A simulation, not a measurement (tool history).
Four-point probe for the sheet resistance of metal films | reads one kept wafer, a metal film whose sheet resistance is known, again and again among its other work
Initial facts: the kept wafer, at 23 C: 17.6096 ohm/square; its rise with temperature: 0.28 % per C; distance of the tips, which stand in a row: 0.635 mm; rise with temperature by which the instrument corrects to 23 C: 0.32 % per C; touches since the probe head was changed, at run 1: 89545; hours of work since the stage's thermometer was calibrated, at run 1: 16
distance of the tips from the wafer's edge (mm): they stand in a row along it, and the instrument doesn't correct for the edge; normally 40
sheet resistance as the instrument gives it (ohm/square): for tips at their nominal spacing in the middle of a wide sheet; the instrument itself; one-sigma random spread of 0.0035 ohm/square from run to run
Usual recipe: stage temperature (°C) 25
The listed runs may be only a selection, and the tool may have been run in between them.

run,hour,stage temperature (°C),distance of the tips from the wafer's edge (mm),touches since the probe head was changed,hours of work since the stage's thermometer was calibrated,sheet resistance as the instrument gives it (ohm/square)
1,0,25,40,89545,16,17.448443
2,9.8,25,40,89930,21,17.441064
3,20.1,25,33,90334,26,17.443756
4,36.3,25,40,90973,33,17.446146
5,55,25,43,91707,42,17.439208
6,64.3,25,43,92073,47,17.444912
7,73.1,18,43,92422,51,17.490995
8,94.3,18,43,93255,61,17.484637
9,110.9,18,43,93906,69,17.494258
10,128.9,27,43,94613,78,17.426358
11,142.1,27,43,95135,84,17.428625
12,162.5,27,43,95936,94,17.423694
# hour 164.5: stage's thermometer calibrated
13,178.8,27,43,96558,7,17.424865
14,192.9,19,24,97111,14,17.47861
# hour 198.3: stage's thermometer calibrated, once more
15,209.4,22,40,97743,5,17.450638
16,229.9,29,41,98548,15,17.401749
17,247.6,30,6,99245,24,17.505148

Run 18 has not been measured yet. What should we expect?
18,266.9,30,6,100005,33,?

sheet resistance as the instrument gives it (ohm/square): 17.499657
Take away the tool's hidden state, keep the run-to-run variation as it was, and the same run would have given sheet resistance as the instrument gives it (ohm/square) 17.673003.
